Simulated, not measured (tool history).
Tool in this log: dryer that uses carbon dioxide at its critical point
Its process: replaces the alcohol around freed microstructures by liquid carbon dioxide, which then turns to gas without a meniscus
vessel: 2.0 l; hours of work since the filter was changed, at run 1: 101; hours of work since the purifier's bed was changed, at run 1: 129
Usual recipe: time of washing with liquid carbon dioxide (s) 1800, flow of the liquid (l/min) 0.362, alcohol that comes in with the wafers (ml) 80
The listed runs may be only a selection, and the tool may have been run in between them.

run,hour,time of washing with liquid carbon dioxide (s),flow of the liquid (l/min),alcohol that comes in with the wafers (ml),hours of work since the filter was changed,hours of work since the purifier's bed was changed,alcohol left in the vessel before it's heated (ppm by volume)
1,0.0,1800,0.362,80,101,129,799
2,14.5,1800,0.362,80,107,135,807
3,25.0,1800,0.362,80,112,140,785
4,49.4,1800,0.362,80,124,152,816
5,68.6,1800,0.362,80,133,161,800
6,92.7,1800,0.362,80,144,172,820
7,114.8,1800,0.362,80,154,182,837
8,135.7,1800,0.362,80,164,192,849
9,150.1,1800,0.362,80,170,198,864
10,172.4,1800,0.362,80,181,209,896
11,187.1,1800,0.362,80,187,215,880
12,206.5,1800,0.362,80,196,224,896
13,228.5,1800,0.362,80,207,235,909
14,241.6,1140,0.362,80,213,241,3661
15,264.2,1140,0.362,80,223,251,3479
16,284.7,1140,0.362,80,233,261,3619
17,305.9,1140,0.362,80,243,271,3627
18,318.6,1140,0.362,80,248,276,3616
19,328.7,1140,0.362,80,253,281,3716
20,338.6,1800,0.362,80,258,286,947
21,362.3,1800,0.362,80,269,297,992
22,386.1,1200,0.262,30,280,308,2489
23,403.1,1440,0.346,30,288,316,937
24,416.8,1200,0.378,20,294,322,822
25,432.9,1200,0.378,20,301,329,847
26,444.7,2460,0.362,80,307,335,340
27,463.0,1800,0.362,46,315,343,653
28,483.7,1800,0.362,46,325,353,640
29,501.4,1200,0.515,21,333,361,416
30,524.4,1200,0.515,21,344,372,426
31,546.6,1920,0.471,22,354,382,183
32,564.6,1260,0.328,80,362,390,3831
33,576.0,1380,0.301,64,368,396,3218
34,592.7,1800,0.409,109,376,403,981
35,605.7,1320,0.514,48,382,410,647
36,624.6,1320,0.591,38,390,418,385
37,635.4,1440,0.571,80,395,423,543
38,645.7,1320,0.496,106,400,428,1553
39,658.8,1320,0.244,21,406,434,1839
40,670.2,2760,0.362,80,411,439,286
41,687.8,2280,0.283,80,420,448,1254
42,709.7,1800,0.451,92,430,458,668

Some steps in alcohol left in the vessel before it's heated (ppm by volume) between neighbouring runs. How much of each would the tool show without its hidden state too (settings, what came in, random variation), and how much is left for the hidden state, with any gauge scatter that isn't in both results?
What the log doesn't record here: flow that reaches the vessel past the clogged filter, %; alcohol in the recycled carbon dioxide, ppm; drift of the gauge itself on alcohol_ppm, %.
Run 13 -> 14: time of washing with liquid carbon dioxide (s) 1800 -> 1140. alcohol left in the vessel before it's heated (ppm by volume) +2752: hidden state +360, all else +2392.
Run 19 -> 20: time of washing with liquid carbon dioxide (s) 1140 -> 1800. alcohol left in the vessel before it's heated (ppm by volume) -2769: hidden state -411, all else -2358.
Run 31 -> 32: time of washing with liquid carbon dioxide (s) 1920 -> 1260, flow of the liquid (l/min) 0.471 -> 0.328, alcohol that comes in with the wafers (ml) 22 -> 80. alcohol left in the vessel before it's heated (ppm by volume) +3648: hidden state +870, all else +2778.
Run 33 -> 34: time of washing with liquid carbon dioxide (s) 1380 -> 1800, flow of the liquid (l/min) 0.301 -> 0.409, alcohol that comes in with the wafers (ml) 64 -> 109. alcohol left in the vessel before it's heated (ppm by volume) -2237: hidden state -425, all else -1812.
